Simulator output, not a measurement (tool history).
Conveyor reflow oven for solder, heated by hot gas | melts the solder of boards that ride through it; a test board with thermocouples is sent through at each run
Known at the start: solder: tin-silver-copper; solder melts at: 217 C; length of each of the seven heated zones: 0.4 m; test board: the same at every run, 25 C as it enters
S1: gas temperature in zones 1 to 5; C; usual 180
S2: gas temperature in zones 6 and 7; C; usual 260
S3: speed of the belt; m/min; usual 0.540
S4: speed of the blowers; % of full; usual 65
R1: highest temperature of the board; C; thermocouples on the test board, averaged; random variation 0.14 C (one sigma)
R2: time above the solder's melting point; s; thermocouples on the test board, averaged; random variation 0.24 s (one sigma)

Run 1, day 0.000: usual settings. Result: R1 247.4 C, R2 65.8 s.
At day 0.504: flux residue cleaned out of gas plates and filters.
Run 2, day 1.342: usual settings but S1 184 C. Result: R1 248.9 C, R2 69.3 s.
Run 3, day 1.988: usual settings. Result: R1 248.0 C, R2 66.6 s.
Run 4, day 2.846: usual settings but S2 250 C. Result: R1 239.4 C, R2 57.6 s.
Run 5, day 3.938: usual settings but S2 250 C. Result: R1 238.9 C, R2 57.5 s.
Run 6, day 4.521: usual settings but S2 250 C. Result: R1 239.0 C, R2 58.0 s.
Run 7, day 5.167: usual settings but S2 250 C. Result: R1 239.1 C, R2 57.5 s.
Run 8, day 5.721: usual settings. Result: R1 247.9 C, R2 66.7 s.
Run 9, day 6.450: usual settings. Result: R1 247.9 C, R2 66.0 s.
Run 10, day 7.604: usual settings. Result: R1 248.0 C, R2 66.5 s.
Run 11, day 8.504: usual settings. Result: R1 247.7 C, R2 66.4 s.
Run 12, day 9.529: usual settings but S1 166 C. Result: R1 245.7 C, R2 58.1 s.
Run 13, day 10.767: usual settings but S1 177 C, S2 258 C, S3 0.481 m/min, S4 90 % of full. Result: R1 250.5 C, R2 78.1 s.
Run 14, day 11.421: usual settings but S1 177 C, S2 258 C, S3 0.481 m/min, S4 90 % of full. Result: R1 250.5 C, R2 78.1 s.
Run 15, day 12.504: usual settings but S2 262 C, S3 0.512 m/min. Result: R1 250.8 C, R2 73.4 s.
Run 16, day 13.788: usual settings but S1 171 C, S2 252 C. Result: R1 239.1 C, R2 53.2 s.
Run 17, day 14.667: usual settings but S1 195 C, S3 0.488 m/min, S4 59 % of full. Result: R1 251.3 C, R2 86.7 s.
At day 15.771: flux residue cleaned out of gas plates and filters.
Run 18, day 15.938: usual settings but S1 170 C, S2 264 C, S3 0.488 m/min, S4 59 % of full. Result: R1 252.3 C, R2 74.2 s.
Run 19, day 16.783: usual settings but S1 168 C, S2 264 C, S3 0.488 m/min, S4 57 % of full. Result: R1 251.8 C, R2 72.6 s.

3 ways to go on from here, each from the tool as it stands after run 19. What would each give?
Run A, day 17.954: usual settings but S1 184 C. Result: R1 ?, R2 ?.
Run B, day 17.954: usual settings but S2 250 C, S3 0.586 m/min. Result: R1 ?, R2 ?.
Run C, day 17.954: usual settings but S1 166 C, S2 264 C, S3 0.488 m/min, S4 57 % of full. Result: R1 ?, R2 ?.

run     R1    R2
  A  248.9  69.5
  B  237.7  50.4
  C  251.2  71.3
Without the tool's hidden state the same runs would have given:
run     R1    R2
  A  248.5  68.8
  B  237.4  49.8
  C  250.9  70.7

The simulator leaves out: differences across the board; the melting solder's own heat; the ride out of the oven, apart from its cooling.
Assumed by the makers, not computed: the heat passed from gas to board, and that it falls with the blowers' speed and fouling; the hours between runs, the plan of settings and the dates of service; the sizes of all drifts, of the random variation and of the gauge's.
